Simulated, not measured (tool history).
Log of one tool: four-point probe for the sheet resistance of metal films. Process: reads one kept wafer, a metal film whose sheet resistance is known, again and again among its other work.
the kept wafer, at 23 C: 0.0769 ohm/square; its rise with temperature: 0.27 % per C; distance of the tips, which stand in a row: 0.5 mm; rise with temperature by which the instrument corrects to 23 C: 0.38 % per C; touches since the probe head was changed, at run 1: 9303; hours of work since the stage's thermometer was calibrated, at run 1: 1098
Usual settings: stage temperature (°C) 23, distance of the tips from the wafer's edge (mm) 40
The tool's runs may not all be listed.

run     day  stage temperature (°C)  distance of the tips from the wafer's edge (mm)  touches since the probe head was changed  hours of work since the stage's thermometer was calibrated  sheet resistance as the instrument gives it (ohm/square)
  1   0.000                      23                                               40                                      9303                                                        1098                                                  0.076746
  2   1.758                      23                                               40                                     11238                                                        1120                                                  0.076730
  3   3.200                      34                                               40                                     12819                                                        1139                                                  0.075814
  4   4.204                      34                                               40                                     13927                                                        1151                                                  0.075784
  5   5.042                      34                                               40                                     14845                                                        1162                                                  0.075795
  6   6.850                      34                                               40                                     16834                                                        1185                                                  0.075801
  7   8.750                      23                                               40                                     18925                                                        1209                                                  0.076718
  8  10.312                      23                                               40                                     20641                                                        1229                                                  0.076697
  9  12.017                      23                                               40                                     22517                                                        1250                                                  0.076691
 10  13.312                      23                                               40                                     23939                                                        1267                                                  0.076714
 11  14.338                      23                                               40                                     25067                                                        1279                                                  0.076662
 12  15.671                      23                                               40                                     26533                                                        1296                                                  0.076708
 13  16.642                      23                                               40                                     27600                                                        1309                                                  0.076703
 14  18.267                      23                                               40                                     29389                                                        1329                                                  0.076713
 15  19.517                      23                                               40                                     30761                                                        1345                                                  0.076695
 16  21.212                      23                                               40                                     32627                                                        1366                                                  0.076663
 17  22.308                      23                                               40                                     33831                                                        1380                                                  0.076689
 18  23.388                      23                                               40                                     35019                                                        1394                                                  0.076679
 19  24.408                      23                                               40                                     36139                                                        1407                                                  0.076688
 20  26.158                      23                                               40                                     38067                                                        1429                                                  0.076659
 21  28.067                      23                                               40                                     40166                                                        1453                                                  0.076666
 22  29.562                      23                                               68                                     41810                                                        1472                                                  0.076644
 23  31.225                      33                                                5                                     43636                                                        1493                                                  0.076185
 24  32.792                      25                                               18                                     45362                                                        1513                                                  0.076503
 25  33.938                      33                                                7                                     46617                                                        1527                                                  0.075982
 26  35.792                      33                                               27                                     48658                                                        1551                                                  0.075786
 27  37.371                      23                                                3                                     50396                                                        1571                                                  0.077761
     37.796  -- stage's thermometer calibrated
 28  38.538                      22                                                4                                     51655                                                           9                                                  0.077229
 29  39.617                      22                                                4                                     52843                                                          23                                                  0.077254
 30  41.442                      19                                               64                                     54849                                                          46                                                  0.076876
 31  42.483                      20                                                5                                     55991                                                          59                                                  0.077181
 32  43.388                      20                                                5                                     56988                                                          71                                                  0.077177
 33  44.167                      23                                               30                                     57842                                                          81                                                  0.076533
 34  45.729                      23                                               30                                     59560                                                         100                                                  0.076516
 35  47.517                      26                                               31                                     61528                                                         123                                                  0.076248
 36  48.946                      28                                                8                                     63097                                                         141                                                  0.076237
 37  50.833                      28                                                8                                     65173                                                         165                                                  0.076252
 38  52.462                      23                                               29                                     66965                                                         185                                                  0.076502
 39  53.892                      18                                                6                                     68536                                                         204                                                  0.077215

How the hidden state differs across the entries between the runs, from the last listed run before each to the first after it:
Between runs 27 and 28: stage's thermometer calibrated (day 37.796)
  inner tips' distance over the nominal, %: -0.437 -> -0.443; wafer's true temperature over the reading, C: 0.37 -> -0.01
  measured less the result without the state, sheet resistance as the instrument gives it (ohm/square): -0.000291 -> -0.000373
